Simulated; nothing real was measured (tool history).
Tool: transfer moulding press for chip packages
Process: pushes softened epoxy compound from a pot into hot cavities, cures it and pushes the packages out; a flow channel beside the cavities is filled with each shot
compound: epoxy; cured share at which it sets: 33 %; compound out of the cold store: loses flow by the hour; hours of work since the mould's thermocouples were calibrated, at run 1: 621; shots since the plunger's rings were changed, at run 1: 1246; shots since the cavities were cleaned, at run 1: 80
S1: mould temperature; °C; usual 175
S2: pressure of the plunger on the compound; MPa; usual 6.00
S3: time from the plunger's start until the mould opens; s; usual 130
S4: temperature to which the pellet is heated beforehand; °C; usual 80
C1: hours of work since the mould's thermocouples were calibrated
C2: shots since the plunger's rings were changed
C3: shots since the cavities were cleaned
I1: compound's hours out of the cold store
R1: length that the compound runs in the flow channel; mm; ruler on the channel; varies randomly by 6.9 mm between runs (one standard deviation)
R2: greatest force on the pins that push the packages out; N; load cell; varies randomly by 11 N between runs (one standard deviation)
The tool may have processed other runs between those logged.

run	hour	S1	S2	S3	S4	C1	C2	C3	I1	R1	R2
1	0.0	175	6.00	130	80	621	1246	80	21.0	726	653
2	28.4	175	6.00	130	80	638	1502	336	47.6	659	948
3	61.4	175	6.00	130	87	657	1800	634	25.9	703	1157
# hour 69.0: cavities cleaned with cleaning compound and waxed
4	79.3	175	6.00	130	87	667	1948	94	43.0	657	707
5	99.0	175	6.00	130	80	678	2125	271	15.7	722	979
6	128.8	175	6.00	130	80	696	2394	540	44.9	656	1006
# hour 145.7: cavities cleaned with cleaning compound and waxed
7	154.8	175	6.00	130	80	711	2615	82	39.8	658	652
8	172.1	175	6.00	130	80	721	2771	238	32.6	679	880
9	202.0	175	6.00	130	80	738	3041	508	18.2	711	1118
# hour 221.7: cavities cleaned with cleaning compound and waxed
10	228.3	175	6.00	130	80	753	3265	60	13.3	711	692
11	254.8	175	6.00	130	80	769	3503	298	38.8	655	961
12	273.0	169	6.00	130	80	780	3669	464	22.2	716	1729
# hour 297.8: cavities cleaned with cleaning compound and waxed
13	303.4	169	6.00	130	80	797	3929	50	43.3	650	957
14	319.3	169	6.00	130	80	806	4072	193	47.6	635	1260
15	335.4	178	6.00	130	85	816	4218	339	24.3	659	866
16	366.4	178	6.00	130	85	834	4497	618	23.3	670	933
# hour 373.4: cavities cleaned with cleaning compound and waxed
17	386.9	175	5.27	130	85	845	4668	121	45.1	577	721
18	418.1	175	6.00	138	72	864	4950	403	21.4	654	992
19	436.7	170	5.08	138	72	875	5118	571	38.0	593	1442
# hour 449.8: cavities cleaned with cleaning compound and waxed
20	452.2	175	6.00	123	84	883	5244	21	29.1	644	640
# hour 459.3: mould's thermocouples calibrated
# hour 472.2: plunger's sealing rings changed
21	478.3	172	6.86	111	83	10	55	216	12.4	823	1444
22	499.2	172	4.56	111	75	22	244	405	16.9	675	1753
23	522.4	172	4.56	116	75	36	453	614	36.9	602	1619
# hour 530.1: cavities cleaned with cleaning compound and waxed
24	546.1	180	5.13	115	76	49	653	144	32.1	635	695
25	576.8	179	5.13	114	75	67	931	422	46.4	605	979
# hour 606.9: cavities cleaned with cleaning compound and waxed
26	611.7	179	5.13	114	75	87	1232	44	41.7	615	602
27	641.7	171	7.26	115	87	105	1503	315	23.5	800	1591
28	671.6	175	4.67	130	80	122	1772	584	8.1	657	1089

Here are 3 independent what-if runs from the current tool condition. What would each one return?
# hour 682.8: cavities cleaned with cleaning compound and waxed
A	689.8	175	6.00	130	80	132	1923	63	8.2	?	?
# hour 682.8: cavities cleaned with cleaning compound and waxed
B	689.8	174	4.67	130	80	132	1923	63	12.2	?	?
# hour 682.8: cavities cleaned with cleaning compound and waxed
C	689.8	175	5.35	130	79	132	1923	63	44.9	?	?

run	R1	R2
A	755	647
B	647	693
C	620	623
Take away the tool's hidden state, keep each run's random variation, and the runs would have read:
run	R1	R2
A	787	520
B	674	557
C	646	499

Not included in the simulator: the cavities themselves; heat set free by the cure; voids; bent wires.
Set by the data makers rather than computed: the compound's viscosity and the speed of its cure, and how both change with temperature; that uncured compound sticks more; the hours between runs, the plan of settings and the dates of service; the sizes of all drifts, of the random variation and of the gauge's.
